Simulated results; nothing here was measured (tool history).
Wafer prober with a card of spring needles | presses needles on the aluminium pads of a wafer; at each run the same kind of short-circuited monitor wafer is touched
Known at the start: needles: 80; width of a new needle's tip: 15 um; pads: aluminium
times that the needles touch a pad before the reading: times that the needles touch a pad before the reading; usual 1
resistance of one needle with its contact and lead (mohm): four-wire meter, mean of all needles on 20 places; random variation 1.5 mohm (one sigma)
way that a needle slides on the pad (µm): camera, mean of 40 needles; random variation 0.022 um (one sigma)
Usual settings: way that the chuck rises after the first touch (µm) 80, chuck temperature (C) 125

run,hour,way that the chuck rises after the first touch (µm),chuck temperature (C),times that the needles touch a pad before the reading,resistance of one needle with its contact and lead (mohm),way that a needle slides on the pad (µm)
1,0.0,80,125,1,163,10.18
# hour 2.7: tips cleaned on abrasive film
# hour 17.9: tips cleaned on abrasive film
# hour 32.8: tips cleaned on abrasive film
2,35.6,80,125,3,142,10.18
# hour 47.6: tips cleaned on abrasive film
3,57.2,88,125,1,159,11.18
# hour 62.4: tips cleaned on abrasive film
# hour 78.6: tips cleaned on abrasive film
4,81.1,88,125,1,149,11.16
# hour 96.2: tips cleaned on abrasive film
5,108.4,67,125,1,175,8.48
# hour 111.3: tips cleaned on abrasive film
# hour 114.5: height of the first contact set anew
# hour 126.4: tips cleaned on abrasive film
# hour 142.3: tips cleaned on abrasive film
6,142.3,67,125,1,147,8.25
# hour 159.0: tips cleaned on abrasive film
# hour 174.4: tips cleaned on abrasive film
7,176.8,65,125,1,157,7.95
# hour 190.7: tips cleaned on abrasive film
# hour 207.2: tips cleaned on abrasive film
8,207.2,65,125,1,151,7.94
# hour 223.0: tips cleaned on abrasive film
9,225.6,65,125,1,158,7.92
# hour 239.7: tips cleaned on abrasive film
# hour 255.5: tips cleaned on abrasive film
10,269.5,89,125,1,162,10.99
# hour 272.8: tips cleaned on abrasive film
# hour 289.9: tips cleaned on abrasive film
11,303.3,89,125,2,152,10.99
# hour 306.5: tips cleaned on abrasive film
# hour 321.8: tips cleaned on abrasive film
# hour 337.5: height of the first contact set anew, once more
# hour 337.6: tips cleaned on abrasive film
12,347.3,80,33,1,155,10.35
# hour 353.4: tips cleaned on abrasive film
# hour 369.0: tips cleaned on abrasive film
13,371.0,80,33,1,134,10.33
# hour 383.9: tips cleaned on abrasive film
# hour 399.9: tips cleaned on abrasive film
14,403.9,90,125,1,149,11.61
# hour 415.0: tips cleaned on abrasive film
# hour 430.4: tips cleaned on abrasive film
15,430.4,90,125,1,138,11.58
# hour 447.1: tips cleaned on abrasive film
# hour 462.8: tips cleaned on abrasive film
16,468.5,73,125,1,165,9.34
# hour 478.6: tips cleaned on abrasive film
17,489.5,80,49,1,160,10.24
# hour 494.9: tips cleaned on abrasive film
# hour 510.6: tips cleaned on abrasive film
18,510.6,83,41,3,127,10.62
# hour 525.2: tips cleaned on abrasive film
# hour 541.5: tips cleaned on abrasive film
19,543.7,63,74,1,155,7.96
# hour 558.2: tips cleaned on abrasive film
# hour 574.5: tips cleaned on abrasive film
20,580.8,93,29,1,142,11.84
# hour 591.6: tips cleaned on abrasive film
# hour 607.2: tips cleaned on abrasive film
# hour 623.6: tips cleaned on abrasive film
21,625.1,63,99,3,142,7.88
# hour 639.4: tips cleaned on abrasive film
# hour 645.1: height of the first contact set anew
22,651.3,83,95,1,159,10.78
# hour 654.2: tips cleaned on abrasive film
# hour 671.0: tips cleaned on abrasive film
23,674.9,69,125,1,162,8.94
# hour 686.9: tips cleaned on abrasive film
24,693.5,96,28,1,140,12.39
# hour 703.7: tips cleaned on abrasive film
# hour 718.3: tips cleaned on abrasive film
# hour 734.5: tips cleaned on abrasive film
25,738.0,96,28,1,135,12.36
# hour 750.4: tips cleaned on abrasive film
# hour 766.0: tips cleaned on abrasive film
26,767.8,96,83,1,139,12.41
# hour 780.9: tips cleaned on abrasive film
# hour 795.3: tips cleaned on abrasive film
27,800.3,64,56,3,145,8.14
# hour 811.2: tips cleaned on abrasive film
# hour 826.6: tips cleaned on abrasive film
28,838.5,64,54,2,162,8.16
# hour 841.9: tips cleaned on abrasive film
# hour 856.4: tips cleaned on abrasive film
29,869.7,64,54,2,165,8.12

4 ways to go on from here, each from the tool as it stands after run 29. What would each give?
# hour 873.4: tips cleaned on abrasive film
# hour 888.8: tips cleaned on abrasive film
# hour 904.1: tips cleaned on abrasive film
A,907.1,75,26,2,?,?
# hour 873.4: tips cleaned on abrasive film
# hour 888.8: tips cleaned on abrasive film
# hour 904.1: tips cleaned on abrasive film
B,907.1,61,48,1,?,?
# hour 873.4: tips cleaned on abrasive film
# hour 888.8: tips cleaned on abrasive film
# hour 904.1: tips cleaned on abrasive film
C,907.1,80,36,1,?,?
# hour 873.4: tips cleaned on abrasive film
# hour 888.8: tips cleaned on abrasive film
# hour 904.1: tips cleaned on abrasive film
D,907.1,74,91,3,?,?

run,resistance of one needle with its contact and lead (mohm),way that a needle slides on the pad (µm)
A,137,9.52
B,157,7.73
C,144,10.15
D,141,9.40
Without the tool's hidden state the same runs would have given:
run,resistance of one needle with its contact and lead (mohm),way that a needle slides on the pad (µm)
A,124,9.73
B,130,7.94
C,127,10.36
D,132,9.61

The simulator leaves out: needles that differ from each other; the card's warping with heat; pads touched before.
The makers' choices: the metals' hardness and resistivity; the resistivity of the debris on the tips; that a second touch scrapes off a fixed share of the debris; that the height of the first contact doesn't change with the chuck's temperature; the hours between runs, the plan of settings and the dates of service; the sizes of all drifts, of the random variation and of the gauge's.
